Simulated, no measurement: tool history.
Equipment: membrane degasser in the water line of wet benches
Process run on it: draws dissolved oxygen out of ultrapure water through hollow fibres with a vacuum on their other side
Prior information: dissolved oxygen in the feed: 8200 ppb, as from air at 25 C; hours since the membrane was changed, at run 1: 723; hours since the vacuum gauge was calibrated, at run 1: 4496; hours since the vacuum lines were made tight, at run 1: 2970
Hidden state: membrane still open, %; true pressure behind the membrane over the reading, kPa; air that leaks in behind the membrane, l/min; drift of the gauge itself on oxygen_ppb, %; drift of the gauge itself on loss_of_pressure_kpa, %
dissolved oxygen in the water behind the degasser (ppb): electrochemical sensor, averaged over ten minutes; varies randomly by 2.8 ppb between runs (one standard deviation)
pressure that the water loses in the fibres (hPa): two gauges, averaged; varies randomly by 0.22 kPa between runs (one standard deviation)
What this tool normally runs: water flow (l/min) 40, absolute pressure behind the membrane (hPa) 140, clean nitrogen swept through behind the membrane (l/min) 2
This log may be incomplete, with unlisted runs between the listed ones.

run,hour,water flow (l/min),absolute pressure behind the membrane (hPa),clean nitrogen swept through behind the membrane (l/min),hours since the membrane was changed,hours since the vacuum gauge was calibrated,hours since the vacuum lines were made tight,dissolved oxygen in the water behind the degasser (ppb),pressure that the water loses in the fibres (hPa)
1,0,40,140,2,723,4496,2970,498.6,522.9
2,38.2,40,140,2,761,4534,3009,509.9,524.3
3,77.9,40,112,2,801,4574,3048,384.2,529.4
4,115.7,40,112,2,838,4612,3086,388.8,526.6
5,141.1,40,112,2,864,4637,3112,390.6,526.9
6,186.9,40,112,2,910,4683,3157,388.7,522.3
7,222.7,32,140,2,945,4719,3193,412.9,422.7
8,267.1,32,140,2,990,4763,3238,406,421.6
9,321.2,32,140,2,1044,4817,3292,409.7,421.4
10,357.2,40,140,0.98,1080,4853,3328,867.5,525.8
11,407.9,40,140,2,1131,4904,3378,505.1,527
12,439.2,40,140,2,1162,4935,3410,501.7,526.9
13,485,40,140,2,1208,4981,3455,509.2,529.9
14,527.1,40,140,2,1250,5023,3498,510.7,528.9
15,577.6,40,140,2,1300,5074,3548,505.7,527
16,607.3,40,140,2,1330,5103,3578,504.4,528.3
17,634.1,40,140,1.51,1357,5130,3605,623.8,531.1
18,685.7,40,260,1.29,1408,5182,3656,1322.7,531
19,731,40,260,1.29,1454,5227,3701,1336.3,528.4
20,769.5,40,260,3.04,1492,5266,3740,686.8,529
# hour 773.2: vacuum gauge calibrated
21,805.3,34,105,1.25,1527,32,3775,477.4,448.4
22,860.2,25,221,1.08,1582,87,3830,921.2,330
23,882.8,36,140,2,1605,110,3853,473.4,480.8
24,938.6,27,255,3.15,1661,165,3909,467.1,356.2
25,966.6,29,119,0.88,1689,193,3937,630.7,386.2
26,995,53,119,0.91,1717,222,3965,984.6,704.1

Run 27 is up next; what results do you expect?
27,1050.9,53,119,0.91,1773,278,4021,?,?

{"run 27": {"dissolved oxygen in the water behind the degasser (ppb)": 995.2, "pressure that the water loses in the fibres (hPa)": 701.5}}
Had the tool carried no hidden state, the very same run would have given dissolved oxygen in the water behind the degasser (ppb) 906.8, pressure that the water loses in the fibres (hPa) 690.4.
